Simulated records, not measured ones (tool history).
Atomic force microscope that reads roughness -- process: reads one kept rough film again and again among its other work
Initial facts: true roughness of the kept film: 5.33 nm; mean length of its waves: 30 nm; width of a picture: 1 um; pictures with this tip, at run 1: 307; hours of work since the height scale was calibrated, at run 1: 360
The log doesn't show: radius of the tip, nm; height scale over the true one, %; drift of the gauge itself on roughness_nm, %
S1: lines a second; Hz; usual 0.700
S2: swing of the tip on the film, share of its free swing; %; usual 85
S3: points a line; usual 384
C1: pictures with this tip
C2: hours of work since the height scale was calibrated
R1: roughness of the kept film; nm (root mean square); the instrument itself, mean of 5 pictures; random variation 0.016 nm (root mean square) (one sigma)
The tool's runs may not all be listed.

Run 1, hour 0.0: usual settings; C1 307; C2 360. Result: R1 2.668 nm (root mean square).
At hour 10.9: new tip fitted.
Run 2, hour 24.3: usual settings; C1 23; C2 375. Result: R1 3.860 nm (root mean square).
Run 3, hour 54.2: usual settings; C1 73; C2 394. Result: R1 3.548 nm (root mean square).
Run 4, hour 83.2: usual settings but S3 838; C1 122; C2 413. Result: R1 3.332 nm (root mean square).
Run 5, hour 101.8: usual settings but S3 838; C1 153; C2 425. Result: R1 3.197 nm (root mean square).
Run 6, hour 140.7: usual settings but S3 838; C1 218; C2 449. Result: R1 2.890 nm (root mean square).
Run 7, hour 164.1: usual settings but S3 838; C1 257; C2 464. Result: R1 2.765 nm (root mean square).
Run 8, hour 193.0: usual settings; C1 306; C2 483. Result: R1 2.620 nm (root mean square).
At hour 205.1: new tip fitted.
Run 9, hour 224.0: usual settings but S1 1.263 Hz; C1 32; C2 503. Result: R1 3.559 nm (root mean square).
Run 10, hour 241.0: usual settings; C1 60; C2 513. Result: R1 3.559 nm (root mean square).
Run 11, hour 271.5: usual settings but S3 474; C1 111; C2 533. Result: R1 3.369 nm (root mean square).
Run 12, hour 310.6: usual settings but S3 460; C1 177; C2 558. Result: R1 3.064 nm (root mean square).
Run 13, hour 332.7: usual settings but S3 460; C1 214; C2 572. Result: R1 2.898 nm (root mean square).
Run 14, hour 365.0: usual settings but S1 1.186 Hz, S3 460; C1 268; C2 593. Result: R1 2.584 nm (root mean square).
Run 15, hour 396.5: usual settings but S1 1.186 Hz, S3 460; C1 321; C2 613. Result: R1 2.421 nm (root mean square).
At hour 398.9: new tip fitted.
Run 16, hour 424.3: usual settings but S1 0.742 Hz; C1 43; C2 631. Result: R1 3.683 nm (root mean square).
Run 17, hour 446.9: usual settings; C1 81; C2 645. Result: R1 3.494 nm (root mean square).
Run 18, hour 483.6: usual settings; C1 142; C2 669. Result: R1 3.199 nm (root mean square).
Run 19, hour 502.1: usual settings but S1 1.825 Hz, S3 957; C1 173; C2 680. Result: R1 2.743 nm (root mean square).
Run 20, hour 531.4: usual settings but S1 0.929 Hz, S2 74 %; C1 222; C2 699. Result: R1 2.920 nm (root mean square).
Run 21, hour 552.8: usual settings but S1 2.178 Hz; C1 258; C2 713. Result: R1 2.388 nm (root mean square).
Run 22, hour 570.6: usual settings but S1 2.178 Hz; C1 288; C2 724. Result: R1 2.305 nm (root mean square).
Run 23, hour 589.2: usual settings but S1 2.178 Hz; C1 319; C2 736. Result: R1 2.222 nm (root mean square).

Estimate the outcome of run 24 from the log above:
At hour 592.8: new tip fitted.
Run 24, hour 611.9: usual settings but S1 0.509 Hz, S3 565; C1 32; C2 750. Result: R1 ?.

{"run 24": {"R1": 3.912}}
Without the tool's hidden state the same run would have given R1 4.087 nm (root mean square).

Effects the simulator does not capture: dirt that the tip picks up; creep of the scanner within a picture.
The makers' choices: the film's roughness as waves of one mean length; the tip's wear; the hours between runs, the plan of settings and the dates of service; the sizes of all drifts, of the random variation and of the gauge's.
